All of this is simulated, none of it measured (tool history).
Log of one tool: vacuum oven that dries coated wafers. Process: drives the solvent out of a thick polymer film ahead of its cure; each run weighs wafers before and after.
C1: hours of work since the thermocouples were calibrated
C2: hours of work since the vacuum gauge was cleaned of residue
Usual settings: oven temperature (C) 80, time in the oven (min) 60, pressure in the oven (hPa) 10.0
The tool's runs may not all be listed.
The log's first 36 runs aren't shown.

run 37 day=17.300 | oven_temperature_(C)=88 time_in_the_oven_(min)=69 pressure_in_the_oven_(hPa)=10.0 | C1=889 C2=438 | solvent_left_in_the_film_(%)=1.13
run 38 day=17.808 | oven_temperature_(C)=81 time_in_the_oven_(min)=83 pressure_in_the_oven_(hPa)=10.0 | C1=895 C2=444 | solvent_left_in_the_film_(%)=2.13
run 39 day=18.162 | oven_temperature_(C)=77 time_in_the_oven_(min)=45 pressure_in_the_oven_(hPa)=37.0 | C1=899 C2=448 | solvent_left_in_the_film_(%)=8.28
run 40 day=18.512 | oven_temperature_(C)=80 time_in_the_oven_(min)=60 pressure_in_the_oven_(hPa)=9.8 | C1=903 C2=452 | solvent_left_in_the_film_(%)=4.07
run 41 day=19.021 | oven_temperature_(C)=77 time_in_the_oven_(min)=75 pressure_in_the_oven_(hPa)=16.8 | C1=909 C2=458 | solvent_left_in_the_film_(%)=4.26
run 42 day=19.492 | oven_temperature_(C)=76 time_in_the_oven_(min)=78 pressure_in_the_oven_(hPa)=9.3 | C1=915 C2=464 | solvent_left_in_the_film_(%)=4.35
run 43 day=20.050 | oven_temperature_(C)=76 time_in_the_oven_(min)=78 pressure_in_the_oven_(hPa)=9.3 | C1=921 C2=470 | solvent_left_in_the_film_(%)=4.34
run 44 day=20.667 | oven_temperature_(C)=80 time_in_the_oven_(min)=71 pressure_in_the_oven_(hPa)=39.7 | C1=929 C2=478 | solvent_left_in_the_film_(%)=4.23
run 45 day=21.038 | oven_temperature_(C)=67 time_in_the_oven_(min)=54 pressure_in_the_oven_(hPa)=5.4 | C1=933 C2=482 | solvent_left_in_the_film_(%)=10.96
run 46 day=21.367 | oven_temperature_(C)=67 time_in_the_oven_(min)=54 pressure_in_the_oven_(hPa)=5.4 | C1=937 C2=486 | solvent_left_in_the_film_(%)=11.21

3 ways to go on from here, each from the tool as it stands after run 46. What would each give?
run A day=21.921 | oven_temperature_(C)=90 time_in_the_oven_(min)=79 pressure_in_the_oven_(hPa)=5.4 | C1=943 C2=492 | solvent_left_in_the_film_(%)=?
run B day=21.921 | oven_temperature_(C)=76 time_in_the_oven_(min)=39 pressure_in_the_oven_(hPa)=38.8 | C1=943 C2=492 | solvent_left_in_the_film_(%)=?
run C day=21.921 | oven_temperature_(C)=92 time_in_the_oven_(min)=79 pressure_in_the_oven_(hPa)=10.9 | C1=943 C2=492 | solvent_left_in_the_film_(%)=?

run=A solvent_left_in_the_film_(%)=0.45
run=B solvent_left_in_the_film_(%)=9.68
run=C solvent_left_in_the_film_(%)=0.40
Without the tool's hidden state the same runs would have given:
run=A solvent_left_in_the_film_(%)=0.61
run=B solvent_left_in_the_film_(%)=10.61
run=C solvent_left_in_the_film_(%)=0.50

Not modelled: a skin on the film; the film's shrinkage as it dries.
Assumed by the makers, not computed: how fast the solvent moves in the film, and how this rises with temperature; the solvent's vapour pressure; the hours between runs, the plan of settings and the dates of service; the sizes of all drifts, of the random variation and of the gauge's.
